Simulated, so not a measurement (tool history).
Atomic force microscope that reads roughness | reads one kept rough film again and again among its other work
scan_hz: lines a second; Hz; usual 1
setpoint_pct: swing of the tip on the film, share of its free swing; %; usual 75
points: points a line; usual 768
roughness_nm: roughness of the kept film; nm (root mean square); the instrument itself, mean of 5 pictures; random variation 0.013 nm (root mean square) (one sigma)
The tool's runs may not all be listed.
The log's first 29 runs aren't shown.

run,day,scan_hz,setpoint_pct,points,roughness_nm
30,18.221,3.2,87,307,2.401
31,18.638,3.2,59,771,2.912
32,19.042,3.2,89,289,2.278
33,19.604,2.95,66,599,2.746
34,20.462,2.95,66,599,2.672
35,21.342,1,81,337,2.622
# day 21.55: new tip fitted
36,21.775,1,59,490,3.133
37,22.479,1,59,490,3.054
38,23.233,1,59,490,2.995
39,23.938,1,66,768,2.879

Forecast each of these 4 alternatives for the next run:
A,24.833,0.77,61,288,?
B,24.833,2.95,57,902,?
C,24.833,1,64,303,?
D,24.833,1,67,768,?

run,roughness_nm
A,2.856
B,2.761
C,2.774
D,2.798
Without the tool's hidden state the same runs would have given:
run,roughness_nm
A,3.193
B,3.086
C,3.102
D,3.129
